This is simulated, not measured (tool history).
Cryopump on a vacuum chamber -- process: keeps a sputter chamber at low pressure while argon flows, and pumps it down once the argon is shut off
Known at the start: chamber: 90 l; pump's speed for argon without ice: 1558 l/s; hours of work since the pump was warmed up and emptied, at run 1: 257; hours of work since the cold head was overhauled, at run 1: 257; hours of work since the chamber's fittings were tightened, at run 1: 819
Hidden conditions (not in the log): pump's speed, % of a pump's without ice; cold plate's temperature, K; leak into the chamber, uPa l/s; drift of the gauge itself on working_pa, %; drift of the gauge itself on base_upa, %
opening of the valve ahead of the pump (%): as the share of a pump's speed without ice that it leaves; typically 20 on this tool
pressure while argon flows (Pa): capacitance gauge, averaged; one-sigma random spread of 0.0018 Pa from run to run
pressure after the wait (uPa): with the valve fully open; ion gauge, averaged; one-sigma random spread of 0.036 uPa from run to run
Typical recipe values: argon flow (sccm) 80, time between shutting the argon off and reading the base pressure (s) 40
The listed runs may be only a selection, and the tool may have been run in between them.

run	hour	argon flow (sccm)	time between shutting the argon off and reading the base pressure (s)	opening of the valve ahead of the pump (%)	hours of work since the pump was warmed up and emptied	hours of work since the cold head was overhauled	hours of work since the chamber's fittings were tightened	pressure while argon flows (Pa)	pressure after the wait (uPa)
1	0	80	40	20	257	257	819	0.4414	2.56
2	37.6	80	40	44	290	290	852	0.2042	2.66
3	72.9	80	40	44	320	320	882	0.2036	2.54
4	117.3	80	40	20	358	358	920	0.4435	2.67
5	153	80	64	20	389	389	951	0.4417	2.02
6	220.3	80	64	20	447	447	1009	0.4469	2.13
7	271.8	80	40	50	491	491	1054	0.187	2.85
8	317.4	80	40	20	531	531	1093	0.4482	2.91
9	394.3	80	40	20	597	597	1159	0.4475	2.96
10	443.2	80	40	20	639	639	1201	0.45	2.99
11	501.2	80	40	20	689	689	1251	0.4485	3.21
12	551.4	80	40	20	732	732	1295	0.451	3.15
13	600.7	80	40	20	775	775	1337	0.4533	3.13
14	639.6	80	40	20	809	809	1371	0.4546	3.19
15	693.5	80	40	58	855	855	1417	0.1721	3.25
16	734.2	62	40	20	890	890	1452	0.3557	3.26
17	770.9	116	40	20	922	922	1484	0.6619	3.37
18	805.5	80	40	20	952	952	1514	0.4622	3.45
19	849.9	80	40	20	990	990	1552	0.4609	3.46
20	909.8	80	40	47	1041	1041	1603	0.2124	3.52
21	970.2	80	40	47	1093	1093	1656	0.2122	3.62
22	1008	80	40	18	1126	1126	1688	0.5074	3.71
# hour 1035.6: pump warmed up, emptied and cooled again
23	1050.1	61	40	23	13	1158	1720	0.29	3.17
24	1105.9	61	40	23	61	1206	1768	0.2908	3.31
25	1162.2	53	44	20	109	1255	1817	0.2894	3.23
26	1237.7	133	27	29	174	1320	1882	0.5045	4.23
# hour 1301.7: leaking fittings of the chamber tightened, without venting
27	1313.9	71	121	20	238	1384	10	0.3892	0.82
28	1367.9	132	31	21	285	1430	57	0.6899	2.57
29	1415.1	80	58	41	325	1471	98	0.2204	1.54
30	1454.7	61	58	41	360	1505	132	0.1674	1.58
31	1533.8	61	58	41	428	1573	200	0.1691	1.66
32	1585.7	80	95	17	472	1618	245	0.5235	1.2
33	1626.3	80	95	17	507	1653	280	0.5273	1.24
34	1659.7	80	56	17	536	1682	309	0.523	1.76
35	1705.2	80	56	17	575	1721	348	0.5255	1.82

Consider 3 possible next runs. They are alternatives, not a sequence: every one starts from the tool as it was left by run 35. What does each give?
A	1777.5	80	56	16	638	1783	410	?	?
B	1777.5	142	56	20	638	1783	410	?	?
C	1777.5	36	104	20	638	1783	410	?	?

run	pressure while argon flows (Pa)	pressure after the wait (uPa)
A	0.5589	1.89
B	0.798	1.86
C	0.2045	1.27
With no hidden state in the tool, these same runs would have given:
run	pressure while argon flows (Pa)	pressure after the wait (uPa)
A	0.5422	1.44
B	0.7684	1.42
C	0.197	0.84

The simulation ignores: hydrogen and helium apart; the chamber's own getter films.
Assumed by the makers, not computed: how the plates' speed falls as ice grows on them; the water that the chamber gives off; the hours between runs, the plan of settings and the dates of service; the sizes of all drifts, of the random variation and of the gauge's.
